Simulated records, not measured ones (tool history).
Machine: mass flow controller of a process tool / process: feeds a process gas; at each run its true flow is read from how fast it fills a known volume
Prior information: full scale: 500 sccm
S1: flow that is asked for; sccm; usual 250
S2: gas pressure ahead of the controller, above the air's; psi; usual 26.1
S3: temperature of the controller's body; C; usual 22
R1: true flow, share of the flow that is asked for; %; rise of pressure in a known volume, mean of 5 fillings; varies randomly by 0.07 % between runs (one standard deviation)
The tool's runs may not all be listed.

run    hour   S1    S2  S3      R1
  1       0  250  26.1  22   98.91
  2   334.9  250  26.1  22   98.87
  3     591  250  26.1  22   98.94
  4   793.2  250  26.1  29   98.58
  5  1117.2  250  26.1  22   98.88
  6  1314.3  250  26.1  22    98.8
  7  1494.6  250  26.1  22   98.88
  8  1667.4  250  26.1  29   98.49
  9  1841.8  356  26.1  29    99.1
 10  2039.9  250  23.1  22   98.81
 11  2339.9  250  23.1  22   98.66
 12  2666.5  250  26.1  33   98.24
     2694.9  -- controller's zero set anew
 13  2938.4  250  26.1  33   97.94
 14  3235.1  250  26.1  33   97.92
 15  3441.9   63  21.2  37   91.31
 16  3726.1  150  24.8  40   95.93
     4054.8  -- controller's zero set anew, once more
 17  4054.8  478  30.9  34  100.48
 18  4216.2  250  25.8  22  100.37
 19  4417.9  250  25.8  22   100.3
 20  4768.4  250  37.3  25  100.28
 21  5058.9   91  37.3  25   99.62
 22  5415.2  197  26.1  21   100.2
 23  5637.8  197  23.5  21  100.07
 24  5961.8   53  20.9  39   97.95

5 ways to go on from here, each from the tool as it stands after run 24. What would each give?
  A  6183.9   53  30.5  39   ?
  B  6183.9  250  26.1  37   ?
  C  6183.9   85  26.4  39   ?
  D  6183.9   59  30.7  31   ?
  E  6183.9  250  29.9  23   ?

run     R1
  A  98.07
  B   99.6
  C  98.53
  D  98.55
  E  100.4
Without the tool's unlogged condition, the same runs would have read:
run     R1
  A  97.95
  B  98.67
  C  98.03
  D  98.33
  E  99.47
